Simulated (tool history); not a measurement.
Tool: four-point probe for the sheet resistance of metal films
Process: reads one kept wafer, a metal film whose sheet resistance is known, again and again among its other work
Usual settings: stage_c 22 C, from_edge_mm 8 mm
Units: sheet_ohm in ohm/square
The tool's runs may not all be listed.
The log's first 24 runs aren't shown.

run	hour	stage_c	from_edge_mm	touches since the probe head was changed	hours of work since the stage's thermometer was calibrated	sheet_ohm
25	828.4	25	17	108246	1205	6.826999
26	863.1	30	9	109764	1231	6.824256
27	886.5	30	9	110786	1249	6.823950
28	910.2	18	17	111823	1266	6.834980
29	934.2	32	72	112871	1284	6.808994
30	971.0	32	72	114479	1312	6.809143
31	1013.9	32	72	116353	1344	6.807391
32	1055.2	29	4	118158	1375	6.866691
33	1090.7	29	4	119711	1402	6.864924
34	1117.6	29	4	120886	1422	6.863841
35	1162.6	29	4	122850	1456	6.865410
36	1203.3	28	16	124629	1486	6.810307
# hour 1209.9: stage's thermometer calibrated
37	1249.3	28	16	126620	30	6.818208
38	1283.1	22	53	128094	55	6.823648
39	1330.9	29	11	130184	91	6.816756
40	1366.9	34	8	131759	118	6.818960

The next listed run, before its measurement:
41	1392.1	31	3	132856	137	?

sheet_ohm: 6.904411 ohm/square
Without the tool's hidden state the same run would have given sheet_ohm 6.956272 ohm/square.
